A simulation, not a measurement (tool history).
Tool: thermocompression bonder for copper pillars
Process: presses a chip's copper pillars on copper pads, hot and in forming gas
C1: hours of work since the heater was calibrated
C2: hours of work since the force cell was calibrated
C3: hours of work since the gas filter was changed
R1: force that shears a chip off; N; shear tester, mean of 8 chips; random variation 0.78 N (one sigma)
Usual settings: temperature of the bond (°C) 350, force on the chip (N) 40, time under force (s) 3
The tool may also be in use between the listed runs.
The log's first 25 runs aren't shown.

run 26 hour=1215.6 | temperature_of_the_bond_(°C)=350 force_on_the_chip_(N)=40 time_under_force_(s)=8 | C1=908 C2=982 C3=199 | R1=73.5
run 27 hour=1251.5 | temperature_of_the_bond_(°C)=341 force_on_the_chip_(N)=33 time_under_force_(s)=3 | C1=933 C2=1007 C3=224 | R1=44.6
run 28 hour=1320.0 | temperature_of_the_bond_(°C)=377 force_on_the_chip_(N)=33 time_under_force_(s)=9 | C1=980 C2=1055 C3=272 | R1=82.6
run 29 hour=1381.9 | temperature_of_the_bond_(°C)=379 force_on_the_chip_(N)=40 time_under_force_(s)=4 | C1=1023 C2=1098 C3=315 | R1=75.0
run 30 hour=1415.6 | temperature_of_the_bond_(°C)=363 force_on_the_chip_(N)=49 time_under_force_(s)=3 | C1=1047 C2=1121 C3=338 | R1=64.5
run 31 hour=1476.8 | temperature_of_the_bond_(°C)=334 force_on_the_chip_(N)=30 time_under_force_(s)=2 | C1=1089 C2=1163 C3=380 | R1=30.9
run 32 hour=1529.5 | temperature_of_the_bond_(°C)=350 force_on_the_chip_(N)=51 time_under_force_(s)=4 | C1=1126 C2=1200 C3=417 | R1=62.5
-- hour=1540.9 heater calibrated with a thermocouple chip
run 33 hour=1595.0 | temperature_of_the_bond_(°C)=346 force_on_the_chip_(N)=25 time_under_force_(s)=8 | C1=38 C2=1244 C3=461 | R1=56.5
-- hour=1624.3 forming gas filter changed
run 34 hour=1629.4 | temperature_of_the_bond_(°C)=331 force_on_the_chip_(N)=55 time_under_force_(s)=8 | C1=61 C2=1267 C3=4 | R1=76.2
run 35 hour=1669.4 | temperature_of_the_bond_(°C)=346 force_on_the_chip_(N)=27 time_under_force_(s)=8 | C1=89 C2=1295 C3=31 | R1=64.1
run 36 hour=1701.6 | temperature_of_the_bond_(°C)=359 force_on_the_chip_(N)=41 time_under_force_(s)=2 | C1=111 C2=1317 C3=54 | R1=57.4
run 37 hour=1744.6 | temperature_of_the_bond_(°C)=359 force_on_the_chip_(N)=41 time_under_force_(s)=2 | C1=141 C2=1347 C3=83 | R1=57.0
run 38 hour=1779.0 | temperature_of_the_bond_(°C)=359 force_on_the_chip_(N)=41 time_under_force_(s)=2 | C1=165 C2=1371 C3=107 | R1=57.3
run 39 hour=1846.0 | temperature_of_the_bond_(°C)=328 force_on_the_chip_(N)=43 time_under_force_(s)=2 | C1=211 C2=1418 C3=154 | R1=39.6
run 40 hour=1883.6 | temperature_of_the_bond_(°C)=328 force_on_the_chip_(N)=40 time_under_force_(s)=3 | C1=237 C2=1444 C3=180 | R1=43.1

3 ways to go on from here, each from the tool as it stands after run 40. What would each give?
run A hour=1921.8 | temperature_of_the_bond_(°C)=334 force_on_the_chip_(N)=43 time_under_force_(s)=3 | C1=264 C2=1470 C3=206 | R1=?
run B hour=1921.8 | temperature_of_the_bond_(°C)=351 force_on_the_chip_(N)=30 time_under_force_(s)=3 | C1=264 C2=1470 C3=206 | R1=?
run C hour=1921.8 | temperature_of_the_bond_(°C)=327 force_on_the_chip_(N)=40 time_under_force_(s)=3 | C1=264 C2=1470 C3=206 | R1=?

run=A R1=49.4
run=B R1=49.0
run=C R1=42.6
Without the tool's hidden state the same runs would have given:
run=A R1=52.7
run=B R1=52.2
run=C R1=45.6
